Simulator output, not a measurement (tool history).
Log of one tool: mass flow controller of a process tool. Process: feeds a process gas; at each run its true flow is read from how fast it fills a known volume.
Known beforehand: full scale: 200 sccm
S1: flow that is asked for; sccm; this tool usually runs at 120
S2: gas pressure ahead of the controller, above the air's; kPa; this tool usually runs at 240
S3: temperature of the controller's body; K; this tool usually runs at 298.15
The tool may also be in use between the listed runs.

Run 1, hour 0: usual settings. Result: true flow (%) 97.89.
Run 2, hour 284.4: usual settings. Result: true flow (%) 97.98.
Run 3, hour 486.3: usual settings but S2 252 kPa. Result: true flow (%) 97.95.
Run 4, hour 611.6: usual settings but S2 252 kPa. Result: true flow (%) 97.94.
Run 5, hour 746.5: usual settings but S2 252 kPa. Result: true flow (%) 97.97.
Run 6, hour 939.4: usual settings but S2 252 kPa. Result: true flow (%) 97.75.
Run 7, hour 1172.4: usual settings. Result: true flow (%) 97.74.
Run 8, hour 1339.4: usual settings. Result: true flow (%) 97.72.
Run 9, hour 1532.6: usual settings but S1 51 sccm, S2 181 kPa, S3 309.15 K. Result: true flow (%) 98.54.
Run 10, hour 1820.3: usual settings but S1 194 sccm, S2 279 kPa, S3 296.15 K. Result: true flow (%) 98.16.
Run 11, hour 2091.3: usual settings but S1 21 sccm, S3 313.15 K. Result: true flow (%) 100.27.
Run 12, hour 2247.9: usual settings but S1 30 sccm, S3 293.15 K. Result: true flow (%) 98.04.
Run 13, hour 2501.7: usual settings but S1 30 sccm, S3 293.15 K. Result: true flow (%) 97.82.

Each row is a separate what-if for the run after 13, all from the same tool condition, not one after another. Results?
Run A, hour 2643.5: usual settings but S1 30 sccm, S2 158 kPa, S3 293.15 K. Result: true flow (%) ?.
Run B, hour 2643.5: usual settings but S1 60 sccm, S2 153 kPa, S3 293.15 K. Result: true flow (%) ?.
Run C, hour 2643.5: usual settings but S1 91 sccm, S2 141 kPa, S3 295.15 K. Result: true flow (%) ?.
Run D, hour 2643.5: usual settings but S1 167 sccm. Result: true flow (%) ?.
Run E, hour 2643.5: usual settings but S2 245 kPa. Result: true flow (%) ?.

run  true flow (%)
  A          97.75
  B          97.01
  C          96.99
  D          97.75
  E          97.53
Take away the tool's hidden state, keep each run's random variation, and the runs would have read:
run  true flow (%)
  A          97.78
  B          98.21
  C          98.59
  D           99.7
  E          99.31
